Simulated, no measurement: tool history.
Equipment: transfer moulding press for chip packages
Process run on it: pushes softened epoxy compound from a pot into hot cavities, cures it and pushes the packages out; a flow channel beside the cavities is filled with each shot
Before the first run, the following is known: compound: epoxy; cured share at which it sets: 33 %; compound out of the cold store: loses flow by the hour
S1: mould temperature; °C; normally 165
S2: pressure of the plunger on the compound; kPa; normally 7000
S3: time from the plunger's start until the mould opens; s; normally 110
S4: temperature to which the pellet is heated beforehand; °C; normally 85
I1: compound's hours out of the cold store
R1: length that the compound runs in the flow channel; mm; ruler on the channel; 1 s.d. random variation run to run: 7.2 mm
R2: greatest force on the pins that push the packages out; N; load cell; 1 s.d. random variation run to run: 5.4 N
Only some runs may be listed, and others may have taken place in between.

run  hour   S1    S2   S3  S4    I1    R1   R2
  1     0  165  7000  110  85  13.5   963  185
  2   8.3  165  7000  110  85  20.6   947  190
     17.6  -- cavities cleaned with cleaning compound and waxed
  3  20.6  163  7000  110  85  12.5   964  195
       32  -- plunger's sealing rings changed
  4    33  163  7000  110  85  32.4   932  198
  5  46.8  163  7000  110  85  27.7   928  199
  6  55.5  165  7000  108  85  12.8   957  178
  7  71.1  163  7000  108  95  14.1   965  199
  8  78.4  163  7000   97  93  30.8   931  246
  9  87.3  160  5360   97  93  19.3   854  297
     97.3  -- cavities cleaned with cleaning compound and waxed
 10  98.6  170  8680   97  95  14.5  1036  176

Forecast each of these 5 alternatives for the next run:
  A  112.5  165  5910  110  82  44.3   ?   ?
  B  112.5  163  8680  134  95  13.4   ?   ?
  C  112.5  170  7990   97  95   9.8   ?   ?
  D  112.5  165  7000  116  76  37.7   ?   ?
  E  112.5  165  7800  110  77  39.8   ?   ?

run    R1   R2
  A   817  169
  B  1098  158
  C  1012  177
  D   902  171
  E   955  181
The same runs, with their run-to-run variation unchanged, on a tool lacking any hidden condition would have given:
run    R1   R2
  A   817  168
  B  1098  157
  C  1012  176
  D   902  170
  E   955  180
